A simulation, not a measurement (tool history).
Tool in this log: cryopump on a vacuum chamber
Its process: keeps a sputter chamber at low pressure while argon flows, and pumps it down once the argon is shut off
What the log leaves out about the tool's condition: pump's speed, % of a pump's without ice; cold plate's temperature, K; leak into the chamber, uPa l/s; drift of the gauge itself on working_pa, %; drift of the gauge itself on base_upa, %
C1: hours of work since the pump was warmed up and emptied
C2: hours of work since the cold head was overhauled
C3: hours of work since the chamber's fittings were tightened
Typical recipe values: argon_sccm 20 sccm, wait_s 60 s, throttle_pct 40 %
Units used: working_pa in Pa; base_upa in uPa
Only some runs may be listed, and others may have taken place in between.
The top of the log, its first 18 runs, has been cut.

Run 19, hour 1543.3: usual settings but wait_s 32 s, throttle_pct 21 %; C1 433; C2 967; C3 635. Result: working_pa 0.0702 Pa, base_upa 1.06 uPa.
Run 20, hour 1605.5: usual settings but argon_sccm 30 sccm, wait_s 47 s; C1 462; C2 995; C3 663. Result: working_pa 0.059 Pa, base_upa 0.82 uPa.
Run 21, hour 1655: usual settings but argon_sccm 17 sccm, wait_s 25 s; C1 484; C2 1018; C3 686. Result: working_pa 0.0348 Pa, base_upa 1.28 uPa.
Run 22, hour 1707.3: usual settings but argon_sccm 17 sccm, wait_s 25 s; C1 508; C2 1041; C3 709. Result: working_pa 0.0351 Pa, base_upa 1.22 uPa.
At hour 1772.1: pump warmed up, emptied and cooled again.
Run 23, hour 1804.9: usual settings but argon_sccm 12 sccm, wait_s 75 s; C1 15; C2 1083; C3 751. Result: working_pa 0.0207 Pa, base_upa 0.55 uPa.
Run 24, hour 1914.2: usual settings but argon_sccm 12 sccm, wait_s 75 s; C1 64; C2 1133; C3 801. Result: working_pa 0.0206 Pa, base_upa 0.54 uPa.
Run 25, hour 1985.2: usual settings but argon_sccm 8 sccm, wait_s 255 s, throttle_pct 28 %; C1 96; C2 1165; C3 833. Result: working_pa 0.0194 Pa, base_upa 0.34 uPa.
Run 26, hour 2045.3: usual settings but argon_sccm 8 sccm, wait_s 255 s, throttle_pct 28 %; C1 124; C2 1192; C3 860. Result: working_pa 0.0195 Pa, base_upa 0.32 uPa.
Run 27, hour 2110.4: usual settings but argon_sccm 8 sccm, wait_s 255 s, throttle_pct 28 %; C1 153; C2 1222; C3 889. Result: working_pa 0.0194 Pa, base_upa 0.35 uPa.
Run 28, hour 2208.1: usual settings but wait_s 25 s, throttle_pct 17 %; C1 197; C2 1266; C3 934. Result: working_pa 0.082 Pa, base_upa 1.23 uPa.
Run 29, hour 2267.9: usual settings but argon_sccm 9 sccm, wait_s 25 s, throttle_pct 41 %; C1 224; C2 1293; C3 961. Result: working_pa 0.0151 Pa, base_upa 1.25 uPa.
Run 30, hour 2339.8: usual settings but wait_s 55 s, throttle_pct 22 %; C1 257; C2 1325; C3 993. Result: working_pa 0.0647 Pa, base_upa 0.68 uPa.
Run 31, hour 2442.1: usual settings but argon_sccm 34 sccm, wait_s 29 s, throttle_pct 16 %; C1 303; C2 1372; C3 1040. Result: working_pa 0.1485 Pa, base_upa 1.14 uPa.
Run 32, hour 2506.9: usual settings but argon_sccm 15 sccm, wait_s 27 s, throttle_pct 46 %; C1 333; C2 1401; C3 1069. Result: working_pa 0.0253 Pa, base_upa 1.18 uPa.
Run 33, hour 2561.3: usual settings but argon_sccm 15 sccm, wait_s 27 s, throttle_pct 46 %; C1 357; C2 1426; C3 1094. Result: working_pa 0.025 Pa, base_upa 1.24 uPa.
Run 34, hour 2631.8: usual settings but argon_sccm 15 sccm, wait_s 27 s, throttle_pct 46 %; C1 389; C2 1458; C3 1125. Result: working_pa 0.0258 Pa, base_upa 1.26 uPa.

3 options for the next run, each taken on its own from the tool as it stands now. Forecast them:
Run A, hour 2688.1: usual settings but argon_sccm 15 sccm, wait_s 273 s, throttle_pct 46 %; C1 415; C2 1483; C3 1151. Result: working_pa ?, base_upa ?.
Run B, hour 2688.1: usual settings but argon_sccm 15 sccm, wait_s 27 s, throttle_pct 38 %; C1 415; C2 1483; C3 1151. Result: working_pa ?, base_upa ?.
Run C, hour 2688.1: usual settings but argon_sccm 15 sccm, wait_s 21 s, throttle_pct 18 %; C1 415; C2 1483; C3 1151. Result: working_pa ?, base_upa ?.

run  working_pa  base_upa
  A       0.026      0.44
  B      0.0316      1.22
  C      0.0594      1.47
The same runs, with their run-to-run variation unchanged, on a tool lacking any hidden condition would have given:
run  working_pa  base_upa
  A      0.0225      0.22
  B      0.0281      1.01
  C      0.0559      1.25

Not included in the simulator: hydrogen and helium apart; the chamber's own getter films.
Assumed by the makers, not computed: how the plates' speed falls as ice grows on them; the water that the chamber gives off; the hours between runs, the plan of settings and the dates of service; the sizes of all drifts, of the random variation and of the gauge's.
